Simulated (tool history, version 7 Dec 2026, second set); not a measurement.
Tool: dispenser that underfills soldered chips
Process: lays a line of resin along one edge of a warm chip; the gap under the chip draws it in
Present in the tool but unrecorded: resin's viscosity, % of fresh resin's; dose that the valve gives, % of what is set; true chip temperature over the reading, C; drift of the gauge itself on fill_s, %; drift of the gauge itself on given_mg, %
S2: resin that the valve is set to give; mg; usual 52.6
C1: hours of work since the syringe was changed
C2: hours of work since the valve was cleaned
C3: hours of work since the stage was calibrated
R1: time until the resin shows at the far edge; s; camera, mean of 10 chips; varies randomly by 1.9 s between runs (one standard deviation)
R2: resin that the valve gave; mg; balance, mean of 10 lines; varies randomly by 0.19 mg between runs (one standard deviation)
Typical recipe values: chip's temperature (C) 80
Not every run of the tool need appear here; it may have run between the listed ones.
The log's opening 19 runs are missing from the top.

-- day=6.233 new syringe of resin
run 20 day=6.25 | chip's_temperature_(C)=77 S2=52.6 | C1=0 C2=70 C3=237 | R1=223.1 R2=50.36
run 21 day=6.654 | chip's_temperature_(C)=92 S2=67.7 | C1=7 C2=77 C3=244 | R1=180.9 R2=65.08
run 22 day=6.838 | chip's_temperature_(C)=71 S2=52.6 | C1=10 C2=80 C3=247 | R1=490.3 R2=50.7
-- day=6.933 new syringe of resin
run 23 day=7.142 | chip's_temperature_(C)=71 S2=52.6 | C1=4 C2=84 C3=252 | R1=329.1 R2=50.08
run 24 day=7.425 | chip's_temperature_(C)=95 S2=56.9 | C1=8 C2=89 C3=257 | R1=173.6 R2=54.2
-- day=7.638 new syringe of resin
run 25 day=7.638 | chip's_temperature_(C)=88 S2=64.8 | C1=0 C2=93 C3=260 | R1=139.7 R2=61.43
run 26 day=8.008 | chip's_temperature_(C)=77 S2=52.6 | C1=6 C2=99 C3=267 | R1=309 R2=50.25
run 27 day=8.233 | chip's_temperature_(C)=79 S2=45.2 | C1=10 C2=103 C3=270 | R1=370.2 R2=42.81

Expected results for the next run?
-- day=8.338 new syringe of resin
run 28 day=8.667 | chip's_temperature_(C)=79 S2=45.2 | C1=6 C2=110 C3=278 | R1=? R2=?

Logged for run 28: R1 291.2 s, R2 42.45 mg.
The same run, on a tool lacking any hidden state, would have yielded R1 200.5 s, R2 45 mg.
